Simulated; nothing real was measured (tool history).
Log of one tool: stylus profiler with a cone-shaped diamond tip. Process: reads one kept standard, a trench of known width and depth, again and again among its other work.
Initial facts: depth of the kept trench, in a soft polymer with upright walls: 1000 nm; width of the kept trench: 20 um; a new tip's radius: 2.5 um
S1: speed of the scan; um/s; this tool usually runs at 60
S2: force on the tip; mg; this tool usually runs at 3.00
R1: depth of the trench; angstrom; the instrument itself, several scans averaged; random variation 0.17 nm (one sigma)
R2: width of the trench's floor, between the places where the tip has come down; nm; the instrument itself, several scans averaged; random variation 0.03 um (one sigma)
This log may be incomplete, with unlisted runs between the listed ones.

| run | day | S1 | S2 | R1 | R2 |
|---|---|---|---|---|---|
| 1 | 0.000 | 60 | 3.00 | 10153.0 | 14980 |
| 2 | 1.200 | 169 | 3.00 | 10149.4 | 14330 |
| 3 | 3.425 | 78 | 3.00 | 10147.9 | 14840 |
| 4 | 5.738 | 139 | 3.00 | 10149.4 | 14430 |
| 5 | 7.833 | 139 | 3.00 | 10150.5 | 14370 |
| 6 | 9.992 | 60 | 3.00 | 10143.9 | 14830 |
| 7 | 11.350 | 113 | 3.00 | 10146.8 | 14480 |
|  | 12.708 | height scale calibrated on a step standard |
| 8 | 13.250 | 60 | 3.00 | 10140.7 | 14740 |
| 9 | 14.517 | 60 | 3.00 | 10139.7 | 14710 |
| 10 | 15.933 | 60 | 3.00 | 10138.9 | 14680 |
| 11 | 17.029 | 60 | 3.00 | 10139.9 | 14670 |
| 12 | 18.138 | 60 | 3.00 | 10137.2 | 14640 |
|  | 19.517 | height scale calibrated on a step standard, once more |
| 13 | 19.538 | 79 | 3.00 | 10153.1 | 14550 |
| 14 | 20.658 | 18 | 1.76 | 10106.5 | 14830 |
| 15 | 22.842 | 88 | 1.57 | 10094.7 | 14280 |
| 16 | 24.796 | 114 | 1.57 | 10094.5 | 14020 |
| 17 | 26.921 | 114 | 1.57 | 10098.6 | 14010 |
| 18 | 27.975 | 66 | 1.71 | 10100.9 | 14370 |
| 19 | 29.871 | 60 | 4.89 | 10212.6 | 14520 |
| 20 | 31.025 | 172 | 7.85 | 10287.0 | 14200 |
| 21 | 33.162 | 185 | 1.04 | 10067.8 | 13060 |
| 22 | 34.342 | 155 | 1.04 | 10071.6 | 13270 |
| 23 | 35.533 | 176 | 1.12 | 10075.5 | 13190 |
| 24 | 37.638 | 17 | 7.07 | 10267.4 | 14570 |
| 25 | 39.062 | 186 | 1.50 | 10092.4 | 13160 |

Here are 5 independent what-if runs from the current tool condition. What would each one return?
| A | 40.354 | 24 | 1.50 | ? | ? |
| B | 40.354 | 186 | 6.23 | ? | ? |
| C | 40.354 | 19 | 2.76 | ? | ? |
| D | 40.354 | 214 | 2.49 | ? | ? |
| E | 40.354 | 97 | 8.73 | ? | ? |

| run | R1 | R2 |
|---|---|---|
| A | 10090.3 | 14430 |
| B | 10245.9 | 13910 |
| C | 10137.9 | 14520 |
| D | 10127.4 | 13300 |
| E | 10311.2 | 14350 |
With no hidden state in the tool, these same runs would have given:
| run | R1 | R2 |
|---|---|---|
| A | 10097.2 | 15810 |
| B | 10253.0 | 15280 |
| C | 10144.9 | 15890 |
| D | 10134.4 | 14670 |
| E | 10318.2 | 15720 |
